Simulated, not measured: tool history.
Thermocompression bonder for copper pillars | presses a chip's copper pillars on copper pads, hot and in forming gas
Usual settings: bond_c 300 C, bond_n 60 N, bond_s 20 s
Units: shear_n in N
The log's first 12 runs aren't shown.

| run | hour | bond_c | bond_n | bond_s | shear_n |
|---|---|---|---|---|---|
|  | 209.3 | forming gas filter changed |
| 13 | 229.4 | 300 | 60 | 20 | 56.9 |
| 14 | 255.1 | 300 | 60 | 20 | 57.6 |
| 15 | 275.5 | 300 | 60 | 30 | 66.8 |
| 16 | 288.5 | 300 | 60 | 30 | 65 |
| 17 | 310 | 300 | 60 | 30 | 66.5 |
| 18 | 322.1 | 300 | 60 | 30 | 65 |
| 19 | 344.7 | 300 | 58 | 20 | 54.8 |
| 20 | 357.9 | 300 | 61 | 31 | 67.8 |
| 21 | 383 | 300 | 61 | 31 | 67 |
| 22 | 396.8 | 300 | 61 | 46 | 78.7 |
| 23 | 411.3 | 300 | 74 | 47 | 92 |
| 24 | 429.6 | 272 | 58 | 16 | 30 |
| 25 | 448.9 | 272 | 51 | 16 | 27.3 |
| 26 | 462.9 | 272 | 51 | 16 | 26.3 |
| 27 | 479.9 | 274 | 71 | 12 | 36.8 |
| 28 | 500.6 | 274 | 44 | 20 | 24.7 |
| 29 | 516.3 | 300 | 54 | 20 | 49.1 |
| 30 | 530 | 329 | 60 | 20 | 79.6 |
| 31 | 547.7 | 329 | 41 | 20 | 52 |
| 32 | 568 | 308 | 60 | 15 | 53.3 |
| 33 | 580.1 | 308 | 90 | 24 | 94.1 |
| 34 | 597.7 | 299 | 59 | 19 | 50.7 |
| 35 | 622.3 | 298 | 60 | 24 | 55.7 |
| 36 | 648.1 | 298 | 60 | 24 | 55.7 |
| 37 | 660 | 290 | 47 | 46 | 49.8 |

4 ways to go on from here, each from the tool as it stands after run 37. What would each give?
| A | 671.2 | 301 | 40 | 20 | ? |
| B | 671.2 | 293 | 51 | 46 | ? |
| C | 671.2 | 297 | 51 | 54 | ? |
| D | 671.2 | 279 | 65 | 17 | ? |

| run | shear_n |
|---|---|
| A | 32.7 |
| B | 55.9 |
| C | 61.4 |
| D | 40.8 |
Without the tool's hidden state the same runs would have given:
| run | shear_n |
|---|---|
| A | 36.8 |
| B | 62.3 |
| C | 68.4 |
| D | 45.5 |
